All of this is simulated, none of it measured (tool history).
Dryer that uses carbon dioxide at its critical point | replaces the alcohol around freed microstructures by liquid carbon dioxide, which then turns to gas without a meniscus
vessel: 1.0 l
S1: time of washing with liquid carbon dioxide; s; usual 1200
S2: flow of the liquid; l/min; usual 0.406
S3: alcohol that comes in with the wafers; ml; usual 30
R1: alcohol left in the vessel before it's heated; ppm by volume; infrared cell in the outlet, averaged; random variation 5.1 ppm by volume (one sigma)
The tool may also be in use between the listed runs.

run 1 hour=0.0 | S1=1200 S2=0.406 S3=30 | R1=334
run 2 hour=44.6 | S1=1200 S2=0.406 S3=30 | R1=349
-- hour=55.5 inlet filter changed
run 3 hour=92.5 | S1=1200 S2=0.406 S3=30 | R1=303
run 4 hour=149.3 | S1=1200 S2=0.406 S3=30 | R1=316
run 5 hour=193.8 | S1=1200 S2=0.406 S3=37 | R1=350
run 6 hour=254.0 | S1=1200 S2=0.406 S3=37 | R1=356
run 7 hour=296.0 | S1=1200 S2=0.406 S3=37 | R1=359
run 8 hour=340.3 | S1=1200 S2=0.406 S3=37 | R1=374
run 9 hour=366.8 | S1=1200 S2=0.406 S3=39 | R1=392
run 10 hour=405.0 | S1=1200 S2=0.406 S3=39 | R1=392
run 11 hour=445.8 | S1=1200 S2=0.406 S3=36 | R1=388
run 12 hour=486.8 | S1=1200 S2=0.406 S3=55 | R1=465
-- hour=516.7 purifier's bed changed
run 13 hour=552.8 | S1=1200 S2=0.406 S3=55 | R1=211
run 14 hour=615.3 | S1=1200 S2=0.406 S3=55 | R1=234
-- hour=652.8 inlet filter changed
run 15 hour=668.0 | S1=1200 S2=0.406 S3=55 | R1=152
run 16 hour=702.4 | S1=1200 S2=0.406 S3=55 | R1=153
run 17 hour=765.0 | S1=1200 S2=0.406 S3=55 | R1=169
run 18 hour=809.8 | S1=1200 S2=0.406 S3=47 | R1=167
run 19 hour=867.8 | S1=1200 S2=0.260 S3=30 | R1=810
run 20 hour=903.9 | S1=1200 S2=0.406 S3=32 | R1=145
run 21 hour=952.1 | S1=1200 S2=0.406 S3=32 | R1=155
run 22 hour=985.1 | S1=1200 S2=0.406 S3=32 | R1=167
run 23 hour=1016.8 | S1=1200 S2=0.406 S3=30 | R1=163
run 24 hour=1057.9 | S1=1200 S2=0.406 S3=30 | R1=171
run 25 hour=1084.4 | S1=1500 S2=0.406 S3=24 | R1=98
run 26 hour=1134.1 | S1=1500 S2=0.406 S3=24 | R1=110
run 27 hour=1191.3 | S1=1620 S2=0.310 S3=23 | R1=173
run 28 hour=1222.8 | S1=780 S2=0.406 S3=46 | R1=1299
-- hour=1251.2 inlet filter changed
run 29 hour=1254.9 | S1=1620 S2=0.406 S3=40 | R1=115
run 30 hour=1302.1 | S1=1020 S2=0.459 S3=20 | R1=163
run 31 hour=1359.4 | S1=1140 S2=0.406 S3=96 | R1=423
run 32 hour=1400.0 | S1=1140 S2=0.406 S3=96 | R1=459
run 33 hour=1439.0 | S1=1800 S2=0.331 S3=30 | R1=141
run 34 hour=1498.6 | S1=1200 S2=0.359 S3=80 | R1=575
run 35 hour=1551.6 | S1=1200 S2=0.359 S3=80 | R1=612
run 36 hour=1604.2 | S1=1800 S2=0.576 S3=54 | R1=148
run 37 hour=1639.6 | S1=1440 S2=0.397 S3=46 | R1=212
run 38 hour=1704.0 | S1=1380 S2=0.417 S3=45 | R1=219
run 39 hour=1744.0 | S1=960 S2=0.504 S3=31 | R1=278
run 40 hour=1807.1 | S1=960 S2=0.504 S3=29 | R1=280
-- hour=1848.7 inlet filter changed
run 41 hour=1856.7 | S1=780 S2=0.601 S3=38 | R1=279
run 42 hour=1918.6 | S1=1560 S2=0.568 S3=38 | R1=196
run 43 hour=1955.9 | S1=1560 S2=0.568 S3=38 | R1=198
run 44 hour=2013.5 | S1=1560 S2=0.568 S3=38 | R1=192
run 45 hour=2053.6 | S1=1620 S2=0.417 S3=30 | R1=214
run 46 hour=2117.9 | S1=1200 S2=0.368 S3=30 | R1=378
run 47 hour=2153.0 | S1=720 S2=0.406 S3=33 | R1=1231
run 48 hour=2192.8 | S1=840 S2=0.406 S3=77 | R1=1554

Forecast each of these 3 alternatives for the next run:
run A hour=2251.3 | S1=1200 S2=0.406 S3=50 | R1=?
run B hour=2251.3 | S1=1560 S2=0.335 S3=78 | R1=?
run C hour=2251.3 | S1=1020 S2=0.406 S3=30 | R1=?

run=A R1=393
run=B R1=415
run=C R1=477
Without the tool's hidden state the same runs would have given:
run=A R1=109
run=B R1=121
run=C R1=174
